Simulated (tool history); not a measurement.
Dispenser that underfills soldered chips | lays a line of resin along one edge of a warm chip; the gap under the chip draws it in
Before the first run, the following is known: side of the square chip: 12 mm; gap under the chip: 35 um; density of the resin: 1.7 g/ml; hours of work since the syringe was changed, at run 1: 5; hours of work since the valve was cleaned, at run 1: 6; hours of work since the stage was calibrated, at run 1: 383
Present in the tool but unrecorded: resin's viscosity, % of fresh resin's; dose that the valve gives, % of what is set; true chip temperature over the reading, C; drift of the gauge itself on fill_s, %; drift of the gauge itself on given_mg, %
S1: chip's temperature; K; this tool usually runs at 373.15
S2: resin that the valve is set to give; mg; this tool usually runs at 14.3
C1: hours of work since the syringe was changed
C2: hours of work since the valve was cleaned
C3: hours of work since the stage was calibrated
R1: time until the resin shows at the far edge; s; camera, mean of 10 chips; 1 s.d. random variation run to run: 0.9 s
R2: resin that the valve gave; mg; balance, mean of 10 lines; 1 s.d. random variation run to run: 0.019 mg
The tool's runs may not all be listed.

run     day      S1    S2  C1  C2   C3     R1     R2
  1       0  373.15  14.3   5   6  383  100.1  14.31
      0.154  -- new syringe of resin
  2   0.379  373.15  14.3   4  13  389   95.9  14.26
      0.608  -- new syringe of resin
  3   0.667  373.15    13   1  17  394     87  12.93
      1.033  -- new syringe of resin
  4   1.033  373.15  16.9   0  23  400   82.7  16.78
       1.45  -- new syringe of resin
  5   1.679  373.15  14.6   4  34  410   96.6  14.43
      1.858  -- new syringe of resin
      2.275  -- new syringe of resin
      2.317  -- dispensing valve cleaned and set on the balance
  6   2.375  373.15  16.8   1   1  421   84.6  16.81
      2.754  -- new syringe of resin
  7   2.858  373.15  16.8   2   9  429   88.7  16.72
      3.192  -- new syringe of resin
  8   3.517  373.15  16.8   6  20  440  100.9  16.59
      3.621  -- new syringe of resin
  9   3.879  373.15  14.3   4  26  446   98.2  14.09
      4.042  -- new syringe of resin
      4.454  -- new syringe of resin
 10   4.462  373.15  14.3   0  36  456   82.3  14.01
      4.888  -- new syringe of resin
 11   4.908  360.15  14.3   0  43  464  137.8  13.98
          5  -- dispensing valve cleaned and set on the balance
      5.342  -- new syringe of resin
 12   5.471  373.15  14.3   2   8  472     92  14.22
      5.779  -- new syringe of resin
 13   5.921  373.15  14.3   2  15  480   89.6   14.2
      6.229  -- new syringe of resin
 14     6.5  373.15  14.8   5  25  489   97.7  14.56
      6.646  -- new syringe of resin
 15   7.033  379.15  14.3   7  34  498   85.5  14.03
      7.104  -- new syringe of resin
      7.512  -- new syringe of resin
 16   7.638  373.15  14.3   2  44  508   91.6  13.98
      7.708  -- dispensing valve cleaned and set on the balance
      7.967  -- new syringe of resin
 17    8.35  373.15  14.3   7  11  520  108.5  14.23
      8.388  -- new syringe of resin
      8.825  -- new syringe of resin
 18   8.925  373.15  17.5   2  20  529   84.8  17.31
      9.271  -- new syringe of resin
 19   9.329  373.15  17.5   1  27  536   85.8  17.22
 20     9.6  373.15  17.5   6  32  540  103.9   17.2
      9.712  -- new syringe of resin
 21   9.988  365.15  14.1   5  38  547  135.6  13.83
      10.15  -- new syringe of resin
     10.412  -- dispensing valve cleaned and set on the balance
 22  10.425  383.15  16.8   4   0  553   65.1  16.74
     10.612  -- new syringe of resin
 23  10.996  367.15  13.4   7  10  563  138.7  13.28
     11.042  -- new syringe of resin
 24  11.417  367.15  13.4   6  17  570  136.7  13.22
     11.454  -- new syringe of resin
 25  11.812  364.15  13.4   6  23  577  150.8  13.19
     11.867  -- new syringe of resin
     12.321  -- new syringe of resin
 26  12.392  384.15  18.4   1  33  586     56  18.02
     12.729  -- new syringe of resin
 27  12.783  368.15  16.7   1  39  593   98.9  16.31
       13.1  -- dispensing valve cleaned and set on the balance
     13.204  -- new syringe of resin
 28  13.333  378.15  16.4   2   4  601   71.6  16.31
     13.608  -- new syringe of resin
 29  13.642  386.15  15.2   1   9  606   49.8  15.09
     14.067  -- new syringe of resin
 30  14.217  363.15  14.3   3  18  616  134.1  14.14
     14.475  -- new syringe of resin
 31  14.642  363.15  14.3   3  26  623    136  14.06
     14.929  -- new syringe of resin
 32  15.117  363.15  14.3   3  34  631  136.5  14.04
     15.367  -- new syringe of resin
 33  15.596  363.15  14.3   4  42  639  142.4  13.98
     15.779  -- new syringe of resin
     15.821  -- dispensing valve cleaned and set on the balance
 34  15.975  371.15  14.1   3   3  645   97.1  14.05

For each run, the measured value with the value that run would have given without the tool's hidden condition subtracted. The run-to-run variation is shared by both, the gauge scatter possibly not:
run     R1     R2
  1    +15  +0.02
  2  +10.3  -0.02
  3   +1.2  -0.05
  4   -2.2  -0.11
  5  +11.2  -0.17
  6   +0.8  -0.02
  7   +3.7  -0.09
  8  +16.5  -0.18
  9  +13.5   -0.2
 10   -2.8  -0.27
 11   -4.4  -0.32
 12   +6.1  -0.08
 13   +4.5  -0.14
 14  +13.9  -0.21
 15  +18.7  -0.27
 16   +5.5  -0.33
 17  +23.7  -0.09
 18   +1.2  -0.19
 19   +0.8  -0.24
 20  +18.9  -0.27
 21    +19  -0.26
 22   +7.7  -0.04
 23  +29.1   -0.1
 24  +27.2  -0.14
 25  +27.8  -0.19
 26   +0.4  -0.35
 27   -1.9  -0.37
 28   +1.8  -0.06
 29   -1.9   -0.1
 30   +5.8  -0.16
 31   +9.9  -0.21
 32   +7.9  -0.26
 33  +16.8  -0.31
 34   +5.9  -0.04

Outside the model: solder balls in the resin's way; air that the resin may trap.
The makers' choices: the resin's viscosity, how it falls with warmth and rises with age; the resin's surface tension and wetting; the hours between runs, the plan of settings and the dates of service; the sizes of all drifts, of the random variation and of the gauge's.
